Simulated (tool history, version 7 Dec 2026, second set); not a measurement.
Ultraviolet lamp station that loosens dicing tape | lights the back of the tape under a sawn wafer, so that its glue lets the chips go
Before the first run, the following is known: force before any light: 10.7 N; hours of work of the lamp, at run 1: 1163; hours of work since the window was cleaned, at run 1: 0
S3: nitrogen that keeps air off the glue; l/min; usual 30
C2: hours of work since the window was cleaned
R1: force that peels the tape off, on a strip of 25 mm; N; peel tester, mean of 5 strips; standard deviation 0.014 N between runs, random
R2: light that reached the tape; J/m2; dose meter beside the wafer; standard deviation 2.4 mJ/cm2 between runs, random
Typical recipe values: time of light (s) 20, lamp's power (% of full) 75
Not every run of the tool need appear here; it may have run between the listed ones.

run 1 hour=0.0 | time_of_light_(s)=20 lamp's_power_(%_of_full)=75 S3=30 | hours_of_work_of_the_lamp=1163 C2=0 | R1=1.449 R2=1930
run 2 hour=39.5 | time_of_light_(s)=20 lamp's_power_(%_of_full)=75 S3=30 | hours_of_work_of_the_lamp=1180 C2=17 | R1=1.475 R2=1840
run 3 hour=83.6 | time_of_light_(s)=20 lamp's_power_(%_of_full)=75 S3=30 | hours_of_work_of_the_lamp=1199 C2=35 | R1=1.547 R2=1800
run 4 hour=152.9 | time_of_light_(s)=11 lamp's_power_(%_of_full)=75 S3=30 | hours_of_work_of_the_lamp=1228 C2=65 | R1=3.754 R2=990
run 5 hour=185.7 | time_of_light_(s)=11 lamp's_power_(%_of_full)=75 S3=30 | hours_of_work_of_the_lamp=1242 C2=78 | R1=3.729 R2=990
run 6 hour=239.9 | time_of_light_(s)=11 lamp's_power_(%_of_full)=75 S3=30 | hours_of_work_of_the_lamp=1265 C2=101 | R1=3.860 R2=950
run 7 hour=270.8 | time_of_light_(s)=20 lamp's_power_(%_of_full)=75 S3=30 | hours_of_work_of_the_lamp=1278 C2=114 | R1=1.617 R2=1750
run 8 hour=324.5 | time_of_light_(s)=20 lamp's_power_(%_of_full)=75 S3=30 | hours_of_work_of_the_lamp=1300 C2=137 | R1=1.657 R2=1710
-- hour=369.0 lamp changed
run 9 hour=384.5 | time_of_light_(s)=20 lamp's_power_(%_of_full)=75 S3=30 | hours_of_work_of_the_lamp=7 C2=162 | R1=0.724 R2=2620
run 10 hour=442.1 | time_of_light_(s)=20 lamp's_power_(%_of_full)=75 S3=27 | hours_of_work_of_the_lamp=31 C2=186 | R1=0.804 R2=2570
run 11 hour=490.1 | time_of_light_(s)=20 lamp's_power_(%_of_full)=75 S3=27 | hours_of_work_of_the_lamp=51 C2=207 | R1=0.826 R2=2570
run 12 hour=527.9 | time_of_light_(s)=20 lamp's_power_(%_of_full)=75 S3=58 | hours_of_work_of_the_lamp=67 C2=223 | R1=0.466 R2=2570
run 13 hour=576.6 | time_of_light_(s)=20 lamp's_power_(%_of_full)=75 S3=58 | hours_of_work_of_the_lamp=88 C2=243 | R1=0.509 R2=2560
run 14 hour=635.2 | time_of_light_(s)=20 lamp's_power_(%_of_full)=75 S3=58 | hours_of_work_of_the_lamp=113 C2=268 | R1=0.509 R2=2490
run 15 hour=678.5 | time_of_light_(s)=20 lamp's_power_(%_of_full)=75 S3=58 | hours_of_work_of_the_lamp=131 C2=286 | R1=0.543 R2=2500
run 16 hour=737.1 | time_of_light_(s)=20 lamp's_power_(%_of_full)=75 S3=28 | hours_of_work_of_the_lamp=156 C2=311 | R1=0.928 R2=2410
run 17 hour=786.2 | time_of_light_(s)=20 lamp's_power_(%_of_full)=75 S3=28 | hours_of_work_of_the_lamp=176 C2=332 | R1=0.913 R2=2410
-- hour=829.9 window cleaned of glue's vapour
run 18 hour=850.6 | time_of_light_(s)=20 lamp's_power_(%_of_full)=75 S3=41 | hours_of_work_of_the_lamp=203 C2=9 | R1=0.577 R2=2600
run 19 hour=889.7 | time_of_light_(s)=20 lamp's_power_(%_of_full)=75 S3=53 | hours_of_work_of_the_lamp=220 C2=25 | R1=0.518 R2=2600
run 20 hour=958.0 | time_of_light_(s)=20 lamp's_power_(%_of_full)=75 S3=53 | hours_of_work_of_the_lamp=249 C2=54 | R1=0.521 R2=2530
run 21 hour=1025.3 | time_of_light_(s)=35 lamp's_power_(%_of_full)=75 S3=17 | hours_of_work_of_the_lamp=277 C2=83 | R1=0.346 R2=4370
run 22 hour=1076.3 | time_of_light_(s)=29 lamp's_power_(%_of_full)=75 S3=14 | hours_of_work_of_the_lamp=299 C2=104 | R1=0.671 R2=3580
run 23 hour=1140.4 | time_of_light_(s)=29 lamp's_power_(%_of_full)=75 S3=14 | hours_of_work_of_the_lamp=326 C2=131 | R1=0.685 R2=3520
run 24 hour=1202.1 | time_of_light_(s)=25 lamp's_power_(%_of_full)=75 S3=46 | hours_of_work_of_the_lamp=352 C2=157 | R1=0.376 R2=2990
run 25 hour=1263.5 | time_of_light_(s)=25 lamp's_power_(%_of_full)=75 S3=46 | hours_of_work_of_the_lamp=378 C2=183 | R1=0.389 R2=2930
run 26 hour=1331.9 | time_of_light_(s)=14 lamp's_power_(%_of_full)=72 S3=58 | hours_of_work_of_the_lamp=407 C2=212 | R1=1.479 R2=1590
run 27 hour=1390.6 | time_of_light_(s)=13 lamp's_power_(%_of_full)=78 S3=30 | hours_of_work_of_the_lamp=432 C2=237 | R1=1.985 R2=1550
run 28 hour=1445.9 | time_of_light_(s)=30 lamp's_power_(%_of_full)=61 S3=9 | hours_of_work_of_the_lamp=455 C2=260 | R1=1.613 R2=2750
run 29 hour=1475.9 | time_of_light_(s)=20 lamp's_power_(%_of_full)=86 S3=31 | hours_of_work_of_the_lamp=468 C2=273 | R1=0.730 R2=2590

Across each entry between runs, compare the hidden state at the last listed run before it with the hidden state at the first listed run after it:
Between runs 8 and 9: lamp changed (hour 369.0)
  lamp's light, % of a new lamp's: 65.1 -> 99.5; light that the window lets through, % of a clean one's: 96.9 -> 96.4
  difference, measured minus the result without the unlogged condition, R1: +1.022 -> +0.069 N; R2: -1010 -> -110 J/m2
Between runs 17 and 18: window cleaned of glue's vapour (hour 829.9)
  lamp's light, % of a new lamp's: 95 -> 94.2; light that the window lets through, % of a clean one's: 92.9 -> 99.7
  difference, measured minus the result without the unlogged condition, R1: +0.232 -> +0.082 N; R2: -320 -> -160 J/m2
